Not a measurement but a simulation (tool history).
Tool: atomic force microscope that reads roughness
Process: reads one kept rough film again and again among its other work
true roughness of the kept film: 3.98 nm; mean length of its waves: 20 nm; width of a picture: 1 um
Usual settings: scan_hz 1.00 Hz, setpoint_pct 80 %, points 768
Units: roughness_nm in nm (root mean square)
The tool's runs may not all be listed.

run 1 hour=0.0 | scan_hz=1.00 setpoint_pct=80 points=768 | roughness_nm=2.358
run 2 hour=10.8 | scan_hz=1.00 setpoint_pct=80 points=708 | roughness_nm=2.160
run 3 hour=21.1 | scan_hz=1.00 setpoint_pct=80 points=708 | roughness_nm=2.022
run 4 hour=29.2 | scan_hz=1.00 setpoint_pct=62 points=708 | roughness_nm=2.012
-- hour=31.1 new tip fitted
run 5 hour=39.6 | scan_hz=1.00 setpoint_pct=62 points=708 | roughness_nm=2.886
-- hour=41.2 height scale calibrated on a step standard
run 6 hour=45.8 | scan_hz=1.00 setpoint_pct=62 points=708 | roughness_nm=2.753
run 7 hour=56.4 | scan_hz=1.00 setpoint_pct=80 points=262 | roughness_nm=2.299
run 8 hour=64.5 | scan_hz=0.68 setpoint_pct=79 points=401 | roughness_nm=2.253
run 9 hour=74.0 | scan_hz=1.04 setpoint_pct=65 points=353 | roughness_nm=2.105
-- hour=82.9 new tip fitted
run 10 hour=86.9 | scan_hz=1.04 setpoint_pct=65 points=353 | roughness_nm=2.996
run 11 hour=96.9 | scan_hz=2.41 setpoint_pct=65 points=882 | roughness_nm=2.598
-- hour=98.5 height scale calibrated on a step standard, once more
run 12 hour=105.1 | scan_hz=3.64 setpoint_pct=80 points=817 | roughness_nm=2.007

Forecast each of these 5 alternatives for the next run:
run A hour=111.9 | scan_hz=1.17 setpoint_pct=80 points=525 | roughness_nm=?
run B hour=111.9 | scan_hz=0.59 setpoint_pct=55 points=514 | roughness_nm=?
run C hour=111.9 | scan_hz=1.73 setpoint_pct=80 points=817 | roughness_nm=?
run D hour=111.9 | scan_hz=0.67 setpoint_pct=70 points=890 | roughness_nm=?
run E hour=111.9 | scan_hz=0.81 setpoint_pct=80 points=331 | roughness_nm=?

run=A roughness_nm=2.245
run=B roughness_nm=2.454
run=C roughness_nm=2.154
run=D roughness_nm=2.418
run=E roughness_nm=2.288
Without the tool's hidden state the same runs would have given:
run=A roughness_nm=2.973
run=B roughness_nm=3.249
run=C roughness_nm=2.853
run=D roughness_nm=3.202
run=E roughness_nm=3.030

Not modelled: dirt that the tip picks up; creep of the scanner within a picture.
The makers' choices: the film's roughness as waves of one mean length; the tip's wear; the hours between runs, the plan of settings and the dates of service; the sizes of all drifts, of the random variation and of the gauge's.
